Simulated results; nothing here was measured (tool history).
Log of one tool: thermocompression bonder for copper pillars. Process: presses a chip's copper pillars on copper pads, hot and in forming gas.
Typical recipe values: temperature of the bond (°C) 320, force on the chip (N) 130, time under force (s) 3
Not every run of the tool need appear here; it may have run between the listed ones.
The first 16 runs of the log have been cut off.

run	hour	temperature of the bond (°C)	force on the chip (N)	time under force (s)	force that shears a chip off (N)
17	247.5	320	130	2	44.5
18	258.0	320	130	3	50.7
19	274.2	320	130	3	50.7
20	290.4	320	109	3	43.3
21	304.2	337	86	3	37.6
22	314.5	320	130	7	67.8
23	333.9	320	130	7	66.9
24	354.5	300	104	3	31.3
25	371.6	339	135	9	80.1
26	382.1	320	130	5	60.0
27	401.6	330	107	2	37.0
28	416.2	320	130	7	65.1
29	435.4	320	130	4	55.6
30	447.0	320	130	4	54.6
31	460.2	320	130	4	54.9
32	481.4	320	130	2	41.7
33	495.4	320	156	3	57.4
34	510.4	322	156	7	77.0
35	526.9	350	97	3	46.2
36	538.9	350	97	3	45.6
37	548.8	350	97	3	45.9
# hour 564.4: forming gas filter changed
38	568.8	325	97	4	45.1
39	590.2	345	121	3	62.2

Below are 5 alternative next runs, each starting from the tool's condition after run 39. Predict each:
A	607.6	330	133	2	?
B	607.6	320	95	3	?
C	607.6	296	130	2	?
D	607.6	318	121	3	?
E	607.6	326	121	2	?

run	force that shears a chip off (N)
A	51.7
B	37.4
C	36.4
D	48.1
E	46.2
What these runs would have given with no unlogged condition in the tool:
run	force that shears a chip off (N)
A	54.7
B	39.9
C	38.9
D	51.2
E	49.1

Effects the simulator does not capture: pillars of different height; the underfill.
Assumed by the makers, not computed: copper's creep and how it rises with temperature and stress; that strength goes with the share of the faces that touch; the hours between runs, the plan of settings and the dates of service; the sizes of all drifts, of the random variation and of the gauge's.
